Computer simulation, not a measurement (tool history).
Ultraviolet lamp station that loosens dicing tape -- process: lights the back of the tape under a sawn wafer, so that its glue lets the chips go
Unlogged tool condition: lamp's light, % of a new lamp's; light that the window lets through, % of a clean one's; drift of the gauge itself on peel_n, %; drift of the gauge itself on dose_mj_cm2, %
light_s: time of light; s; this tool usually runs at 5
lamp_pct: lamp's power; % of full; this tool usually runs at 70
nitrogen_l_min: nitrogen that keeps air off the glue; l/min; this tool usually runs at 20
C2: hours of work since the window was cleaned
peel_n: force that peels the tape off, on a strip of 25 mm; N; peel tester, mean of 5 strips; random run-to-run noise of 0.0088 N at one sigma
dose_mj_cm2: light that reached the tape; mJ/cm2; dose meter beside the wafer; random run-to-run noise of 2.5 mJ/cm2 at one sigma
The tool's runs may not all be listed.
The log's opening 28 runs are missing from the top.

{"run": 29, "day": 27.075, "light_s": 3, "lamp_pct": 93, "nitrogen_l_min": 27, "hours of work of the lamp": 943, "C2": 289, "peel_n": 0.479, "dose_mj_cm2": 250}
{"run": 30, "day": 27.921, "light_s": 3, "lamp_pct": 93, "nitrogen_l_min": 17, "hours of work of the lamp": 953, "C2": 299, "peel_n": 0.778, "dose_mj_cm2": 251}
{"run": 31, "day": 28.567, "light_s": 3, "lamp_pct": 93, "nitrogen_l_min": 25, "hours of work of the lamp": 961, "C2": 307, "peel_n": 0.524, "dose_mj_cm2": 254}
{"run": 32, "day": 29.646, "light_s": 3, "lamp_pct": 93, "nitrogen_l_min": 25, "hours of work of the lamp": 974, "C2": 320, "peel_n": 0.519, "dose_mj_cm2": 248}
{"run": 33, "day": 30.729, "light_s": 3, "lamp_pct": 93, "nitrogen_l_min": 25, "hours of work of the lamp": 987, "C2": 333, "peel_n": 0.525, "dose_mj_cm2": 248}
{"run": 34, "day": 31.642, "light_s": 5, "lamp_pct": 78, "nitrogen_l_min": 19, "hours of work of the lamp": 998, "C2": 344, "peel_n": 0.283, "dose_mj_cm2": 345}
{"run": 35, "day": 32.817, "light_s": 3, "lamp_pct": 88, "nitrogen_l_min": 19, "hours of work of the lamp": 1013, "C2": 358, "peel_n": 0.794, "dose_mj_cm2": 239}
{"run": 36, "day": 33.538, "light_s": 6, "lamp_pct": 85, "nitrogen_l_min": 17, "hours of work of the lamp": 1021, "C2": 367, "peel_n": 0.159, "dose_mj_cm2": 452}
{"run": 37, "day": 34.358, "light_s": 4, "lamp_pct": 66, "nitrogen_l_min": 20, "hours of work of the lamp": 1031, "C2": 377, "peel_n": 0.761, "dose_mj_cm2": 235}
{"run": 38, "day": 35.525, "light_s": 8, "lamp_pct": 70, "nitrogen_l_min": 20, "hours of work of the lamp": 1045, "C2": 391, "peel_n": 0.138, "dose_mj_cm2": 497}
{"run": 39, "day": 36.146, "light_s": 5, "lamp_pct": 82, "nitrogen_l_min": 12, "hours of work of the lamp": 1053, "C2": 399, "peel_n": 0.434, "dose_mj_cm2": 370}
{"run": 40, "day": 37.342, "light_s": 5, "lamp_pct": 73, "nitrogen_l_min": 12, "hours of work of the lamp": 1067, "C2": 413, "peel_n": 0.568, "dose_mj_cm2": 325}
{"run": 41, "day": 38.079, "light_s": 5, "lamp_pct": 73, "nitrogen_l_min": 12, "hours of work of the lamp": 1076, "C2": 422, "peel_n": 0.587, "dose_mj_cm2": 324}
{"run": 42, "day": 38.725, "light_s": 4, "lamp_pct": 78, "nitrogen_l_min": 18, "hours of work of the lamp": 1084, "C2": 430, "peel_n": 0.552, "dose_mj_cm2": 276}
{"run": 43, "day": 39.858, "light_s": 4, "lamp_pct": 84, "nitrogen_l_min": 23, "hours of work of the lamp": 1098, "C2": 444, "peel_n": 0.347, "dose_mj_cm2": 297}

Forecast each of these 3 alternatives for the next run:
{"run": "A", "day": 40.621, "light_s": 5, "lamp_pct": 70, "nitrogen_l_min": 18, "hours of work of the lamp": 1107, "C2": 453, "peel_n": "?", "dose_mj_cm2": "?"}
{"run": "B", "day": 40.621, "light_s": 4, "lamp_pct": 75, "nitrogen_l_min": 23, "hours of work of the lamp": 1107, "C2": 453, "peel_n": "?", "dose_mj_cm2": "?"}
{"run": "C", "day": 40.621, "light_s": 4, "lamp_pct": 95, "nitrogen_l_min": 23, "hours of work of the lamp": 1107, "C2": 453, "peel_n": "?", "dose_mj_cm2": "?"}

run=A peel_n=0.409 dose_mj_cm2=314
run=B peel_n=0.467 dose_mj_cm2=267
run=C peel_n=0.25 dose_mj_cm2=342
Without the tool's unlogged condition, the same runs would have read:
run=A peel_n=0.406 dose_mj_cm2=315
run=B peel_n=0.463 dose_mj_cm2=268
run=C peel_n=0.248 dose_mj_cm2=343

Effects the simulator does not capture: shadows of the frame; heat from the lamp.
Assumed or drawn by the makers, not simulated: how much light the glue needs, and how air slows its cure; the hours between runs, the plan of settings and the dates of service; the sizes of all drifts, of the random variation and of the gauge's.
